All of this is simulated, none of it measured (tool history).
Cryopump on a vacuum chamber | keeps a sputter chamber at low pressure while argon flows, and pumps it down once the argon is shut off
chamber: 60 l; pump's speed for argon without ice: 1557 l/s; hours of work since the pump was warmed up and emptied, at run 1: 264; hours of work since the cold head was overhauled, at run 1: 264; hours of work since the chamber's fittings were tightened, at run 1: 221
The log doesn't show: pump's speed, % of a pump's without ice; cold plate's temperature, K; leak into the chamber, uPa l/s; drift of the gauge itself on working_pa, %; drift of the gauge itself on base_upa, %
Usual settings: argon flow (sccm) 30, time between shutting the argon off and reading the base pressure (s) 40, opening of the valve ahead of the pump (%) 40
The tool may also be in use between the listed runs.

run   hour  argon flow (sccm)  time between shutting the argon off and reading the base pressure (s)  opening of the valve ahead of the pump (%)  hours of work since the pump was warmed up and emptied  hours of work since the cold head was overhauled  hours of work since the chamber's fittings were tightened  pressure while argon flows (Pa)  pressure after the wait (uPa)
  1    0.0                 30                                                                     40                                          40                                                     264                                               264                                                        221                           0.0843                           0.85
  2   33.4                 30                                                                     40                                          40                                                     284                                               284                                                        241                           0.0850                           0.84
  3   72.0                 30                                                                     40                                          40                                                     306                                               306                                                        263                           0.0853                           0.83
  4   99.2                 30                                                                    255                                          40                                                     322                                               322                                                        279                           0.0860                           0.43
  5  135.8                 30                                                                    255                                          40                                                     344                                               344                                                        300                           0.0861                           0.42
  6  166.4                 30                                                                    255                                          40                                                     362                                               362                                                        318                           0.0853                           0.45
  7  190.6                 30                                                                     40                                          40                                                     376                                               376                                                        333                           0.0855                           0.92
  8  232.5                 30                                                                     40                                          40                                                     400                                               400                                                        357                           0.0871                           0.93
  9  262.8                 30                                                                     37                                          40                                                     418                                               418                                                        375                           0.0868                           0.99
 10  308.9                 30                                                                     37                                          40                                                     445                                               445                                                        402                           0.0870                           1.00
 11  348.3                 30                                                                     37                                          40                                                     468                                               468                                                        425                           0.0881                           1.01
 12  367.7                 30                                                                     40                                          24                                                     479                                               479                                                        436                           0.1423                           1.01
 13  394.6                 30                                                                     40                                          24                                                     495                                               495                                                        452                           0.1428                           1.02
 14  434.9                 30                                                                     40                                          24                                                     519                                               519                                                        476                           0.1426                           1.06
 15  459.5                 25                                                                    134                                          37                                                     533                                               533                                                        490                           0.0791                           0.63
 16  498.4                 16                                                                     76                                          40                                                     556                                               556                                                        513                           0.0473                           0.76
 17  542.5                 58                                                                     69                                          41                                                     582                                               582                                                        539                           0.1695                           0.81
 18  585.0                 48                                                                    209                                          49                                                     607                                               607                                                        563                           0.1195                           0.66
 19  611.7                 48                                                                    209                                          49                                                     622                                               622                                                        579                           0.1193                           0.61
 20  653.3                 16                                                                    209                                          21                                                     647                                               647                                                        603                           0.0870                           0.70
 21  683.3                 20                                                                     76                                          58                                                     664                                               664                                                        621                           0.0449                           0.89
 22  728.6                 20                                                                     76                                          58                                                     691                                               691                                                        647                           0.0439                           0.87
 23  764.3                 20                                                                     76                                          58                                                     712                                               712                                                        668                           0.0447                           0.92
 24  796.5                 20                                                                     76                                          58                                                     730                                               730                                                        687                           0.0438                           0.95
 25  821.0                 20                                                                     76                                          58                                                     745                                               745                                                        702                           0.0450                           0.93
 26  865.1                 20                                                                     76                                          58                                                     771                                               771                                                        727                           0.0456                           0.94
 27  905.2                 40                                                                     40                                          40                                                     794                                               794                                                        751                           0.1251                           1.20

Measured less the same run without the tool's hidden state. The same run-to-run variation is in both; the gauge's scatter may not be:
run  pressure while argon flows (Pa)  pressure after the wait (uPa)
  1                          +0.0034                          +0.13
  2                          +0.0036                          +0.14
  3                          +0.0039                          +0.15
  4                          +0.0042                          +0.16
  5                          +0.0045                          +0.18
  6                          +0.0047                          +0.19
  7                          +0.0049                          +0.20
  8                          +0.0053                          +0.22
  9                          +0.0056                          +0.23
 10                          +0.0060                          +0.24
 11                          +0.0063                          +0.26
 12                          +0.0065                          +0.27
 13                          +0.0067                          +0.29
 14                          +0.0071                          +0.31
 15                          +0.0062                          +0.30
 16                          +0.0041                          +0.33
 17                          +0.0158                          +0.35
 18                          +0.0136                          +0.37
 19                          +0.0141                          +0.37
 20                          +0.0049                          +0.38
 21                          +0.0064                          +0.41
 22                          +0.0067                          +0.43
 23                          +0.0070                          +0.45
 24                          +0.0072                          +0.47
 25                          +0.0074                          +0.47
 26                          +0.0077                          +0.50
 27                          +0.0160                          +0.52

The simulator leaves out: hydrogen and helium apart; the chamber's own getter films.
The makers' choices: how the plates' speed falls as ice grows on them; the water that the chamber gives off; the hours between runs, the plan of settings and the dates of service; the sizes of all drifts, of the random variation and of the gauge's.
